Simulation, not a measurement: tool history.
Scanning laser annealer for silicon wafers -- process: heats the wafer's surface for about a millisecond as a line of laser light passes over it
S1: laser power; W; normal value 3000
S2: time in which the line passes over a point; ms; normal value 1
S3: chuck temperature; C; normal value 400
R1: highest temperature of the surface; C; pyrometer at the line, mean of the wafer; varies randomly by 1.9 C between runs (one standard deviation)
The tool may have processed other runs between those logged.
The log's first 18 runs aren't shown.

run	hour	S1	S2	S3	R1
19	120.7	3000	1	400	1219
20	126.1	3000	1	400	1221
21	134.4	3000	0.86	438	1191
22	138.3	3000	0.86	438	1194
23	144.3	3000	0.86	438	1190
24	153.5	3000	0.86	363	1115
25	159.2	3000	0.77	417	1127
26	163.5	3000	0.77	417	1127
27	170.4	3000	0.77	417	1126
28	177.7	3000	1.05	381	1226

Forecast run 29:
# hour 181.6: window over the wafer cleaned
29	184.6	3093	1.14	381	?

Logged for run 29: R1 1313 C.
With no hidden state in the tool, this same run would have given R1 1321 C.

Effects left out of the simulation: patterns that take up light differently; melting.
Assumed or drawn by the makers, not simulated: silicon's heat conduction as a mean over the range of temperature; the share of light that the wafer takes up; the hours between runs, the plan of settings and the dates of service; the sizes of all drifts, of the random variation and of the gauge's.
